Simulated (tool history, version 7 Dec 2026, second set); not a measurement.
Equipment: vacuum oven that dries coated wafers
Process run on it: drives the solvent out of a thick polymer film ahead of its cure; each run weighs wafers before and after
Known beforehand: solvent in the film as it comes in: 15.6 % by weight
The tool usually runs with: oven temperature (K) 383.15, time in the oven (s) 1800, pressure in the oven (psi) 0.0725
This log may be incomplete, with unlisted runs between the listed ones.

run	day	oven temperature (K)	time in the oven (s)	pressure in the oven (psi)	solvent left in the film (%)
1	0	383.15	1800	0.0725	2.65
2	2.683	383.15	1800	0.0725	2.63
3	5.004	383.15	1920	0.0725	2.44
4	7.829	383.15	1920	0.0725	2.45
5	9.867	383.15	1200	0.0725	4.49
6	12.879	383.15	1200	0.0725	4.57
7	15.996	383.15	1800	0.0396	2.7
# day 19.075: oven's thermocouples calibrated
8	20.417	383.15	2400	0.1862	1.71
9	22.354	383.15	2400	0.1862	1.76
10	24.592	391.15	1860	0.0734	1.02
11	28.904	391.15	1860	0.0734	1.07
12	32.933	383.15	1800	0.1223	2.65
13	37.008	391.15	2220	0.077	0.75
14	40.425	397.15	2220	0.1147	0.41

Below are 3 alternative next runs, each starting from the tool's condition after run 14. Predict each:
A	44.479	383.15	900	0.0727	?
B	44.479	397.15	2220	0.1147	?
C	44.479	397.15	1800	0.0716	?

run	solvent left in the film (%)
A	5.54
B	0.47
C	0.6
Had the tool no hidden state, the same runs would have come out as:
run	solvent left in the film (%)
A	5.41
B	0.4
C	0.53
